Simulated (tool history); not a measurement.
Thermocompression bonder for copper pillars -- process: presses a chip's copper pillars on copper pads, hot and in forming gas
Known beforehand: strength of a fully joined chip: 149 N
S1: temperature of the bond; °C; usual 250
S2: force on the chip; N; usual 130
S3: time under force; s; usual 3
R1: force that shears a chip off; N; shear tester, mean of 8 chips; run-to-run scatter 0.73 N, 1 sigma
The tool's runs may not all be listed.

Run 1, hour 0: usual settings. Result: R1 51.9 N.
Run 2, hour 6.3: usual settings. Result: R1 50.9 N.
Run 3, hour 12.2: usual settings. Result: R1 51.1 N.
Run 4, hour 19.3: usual settings. Result: R1 51.1 N.
Run 5, hour 28.3: usual settings. Result: R1 51.2 N.
Run 6, hour 38.3: usual settings but S1 240 °C. Result: R1 43.7 N.
Run 7, hour 49.2: usual settings but S2 103 N. Result: R1 44.9 N.
At hour 51.8: force cell calibrated.
Run 8, hour 55.6: usual settings but S1 238 °C, S2 121 N, S3 4 s. Result: R1 45 N.
Run 9, hour 64.8: usual settings but S1 238 °C, S2 102 N. Result: R1 37 N.
Run 10, hour 74.7: usual settings but S1 238 °C, S2 104 N, S3 4 s. Result: R1 40.5 N.

Expected results for the next run?
Run 11, hour 83.7: usual settings but S1 238 °C, S2 85 N, S3 4 s. Result: R1 ?.

R1: 37.2 N
Take away the tool's hidden state, keep the run-to-run variation as it was, and the same run would have given R1 38.7 N.

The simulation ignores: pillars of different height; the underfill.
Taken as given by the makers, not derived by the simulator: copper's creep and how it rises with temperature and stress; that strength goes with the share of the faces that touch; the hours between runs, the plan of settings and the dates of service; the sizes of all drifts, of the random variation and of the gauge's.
